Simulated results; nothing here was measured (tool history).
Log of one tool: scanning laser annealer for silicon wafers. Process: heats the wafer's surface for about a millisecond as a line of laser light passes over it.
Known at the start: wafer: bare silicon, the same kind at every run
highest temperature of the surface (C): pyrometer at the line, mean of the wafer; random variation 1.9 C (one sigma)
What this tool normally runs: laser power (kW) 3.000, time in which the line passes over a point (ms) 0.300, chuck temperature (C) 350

run,hour,laser power (kW),time in which the line passes over a point (ms),chuck temperature (C),highest temperature of the surface (C)
1,0.0,3.000,0.300,350,1112
2,73.8,3.000,0.300,350,1106
3,131.7,3.000,0.300,350,1104
4,199.8,3.000,0.300,350,1103
5,267.2,3.000,0.300,350,1095
6,341.3,3.000,0.300,350,1090
7,401.8,3.000,0.300,350,1088
8,434.7,3.000,0.300,350,1084
# hour 460.7: window over the wafer cleaned
9,496.8,3.000,0.300,350,1137
10,562.0,3.000,0.300,350,1127
11,630.3,3.000,0.300,350,1126
12,685.7,3.000,0.300,375,1147
13,755.1,3.000,0.300,375,1143
14,813.2,3.000,0.300,375,1138
15,864.9,3.000,0.300,375,1136
16,928.0,3.000,0.293,375,1124
17,1002.6,3.000,0.300,315,1066
18,1063.0,3.000,0.300,315,1064
19,1109.9,3.000,0.300,315,1063
20,1173.1,2.906,0.300,350,1064
21,1242.8,3.297,0.300,350,1178
22,1301.6,3.297,0.300,350,1173
# hour 1310.5: window over the wafer cleaned
23,1365.4,2.895,0.239,349,1023
24,1426.1,2.959,0.321,350,1136
# hour 1433.8: laser's power meter calibrated
25,1483.6,2.959,0.321,350,1138
26,1518.2,3.000,0.366,317,1164
27,1584.0,3.000,0.218,381,1044
28,1652.9,3.000,0.218,381,1041
# hour 1704.3: optics aligned, line set to its width
29,1724.9,3.000,0.218,381,1053
30,1791.3,2.665,0.300,354,1026
# hour 1811.3: laser's power meter calibrated, once more
31,1841.0,2.665,0.300,354,1014
32,1877.9,2.966,0.229,354,1016
33,1945.4,2.966,0.229,354,1014
34,2006.3,2.822,0.283,350,1030
35,2056.3,2.784,0.311,365,1057
36,2097.5,2.784,0.372,365,1120
37,2158.9,3.249,0.254,350,1107
# hour 2174.1: window over the wafer cleaned
38,2207.9,3.249,0.254,350,1150
39,2248.1,2.998,0.325,344,1153

5 options for the next run, each taken on its own from the tool as it stands now. Forecast them:
A,2298.3,3.000,0.300,366,?
B,2298.3,2.998,0.293,323,?
C,2298.3,3.000,0.283,359,?
D,2298.3,2.774,0.239,344,?
E,2298.3,2.998,0.284,344,?

run,highest temperature of the surface (C)
A,1145
B,1096
C,1119
D,986
E,1106
Take away the tool's hidden state, keep each run's random variation, and the runs would have read:
run,highest temperature of the surface (C)
A,1162
B,1113
C,1136
D,1000
E,1123
